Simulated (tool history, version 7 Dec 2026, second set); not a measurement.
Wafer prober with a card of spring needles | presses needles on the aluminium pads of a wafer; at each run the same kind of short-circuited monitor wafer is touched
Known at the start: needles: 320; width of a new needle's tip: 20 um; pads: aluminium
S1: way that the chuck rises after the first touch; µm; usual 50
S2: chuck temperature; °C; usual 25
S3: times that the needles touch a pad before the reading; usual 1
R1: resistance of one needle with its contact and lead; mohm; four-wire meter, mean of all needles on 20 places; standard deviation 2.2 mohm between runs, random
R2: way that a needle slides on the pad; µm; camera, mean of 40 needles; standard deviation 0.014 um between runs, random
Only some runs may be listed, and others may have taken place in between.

run	hour	S1	S2	S3	R1	R2
1	0.0	50	25	1	486	9.09
# hour 6.2: tips cleaned on abrasive film
2	12.2	50	25	1	398	9.11
3	20.4	50	25	1	506	9.06
# hour 24.8: tips cleaned on abrasive film
# hour 31.2: height of the first contact set anew
4	32.2	49	25	1	426	9.11
# hour 42.7: tips cleaned on abrasive film
5	45.6	69	25	1	298	12.84
6	57.1	69	25	1	392	12.82
# hour 60.5: tips cleaned on abrasive film
7	69.5	50	25	1	452	9.28
# hour 78.2: tips cleaned on abrasive film
8	78.3	50	25	1	275	9.27
9	88.4	36	25	1	689	6.65
# hour 96.4: tips cleaned on abrasive film
10	99.5	36	25	2	341	6.65
# hour 114.4: tips cleaned on abrasive film
11	118.3	36	25	2	386	6.64
12	128.8	52	70	1	499	9.64
# hour 132.6: tips cleaned on abrasive film
13	140.4	52	70	1	424	9.62
14	149.1	52	70	1	520	9.62
# hour 150.7: tips cleaned on abrasive film
15	158.4	65	105	1	368	12.02
# hour 169.0: tips cleaned on abrasive film
16	169.0	50	34	2	262	9.18
17	178.9	42	27	2	438	7.69
# hour 186.8: tips cleaned on abrasive film
18	195.8	45	96	1	505	8.26
# hour 204.5: tips cleaned on abrasive film
19	213.3	36	42	1	652	6.57
# hour 222.2: tips cleaned on abrasive film
20	222.4	36	42	1	288	6.54

Alternative continuations, all from the tool just after run 20; predict every row:
# hour 240.6: tips cleaned on abrasive film
A	240.9	50	120	1	?	?
# hour 240.6: tips cleaned on abrasive film
B	240.9	50	25	1	?	?
# hour 240.6: tips cleaned on abrasive film
C	240.9	33	39	1	?	?

run	R1	R2
A	291	9.12
B	269	9.13
C	317	5.93
What these runs would have given with no unlogged condition in the tool:
run	R1	R2
A	265	9.31
B	239	9.32
C	251	6.12

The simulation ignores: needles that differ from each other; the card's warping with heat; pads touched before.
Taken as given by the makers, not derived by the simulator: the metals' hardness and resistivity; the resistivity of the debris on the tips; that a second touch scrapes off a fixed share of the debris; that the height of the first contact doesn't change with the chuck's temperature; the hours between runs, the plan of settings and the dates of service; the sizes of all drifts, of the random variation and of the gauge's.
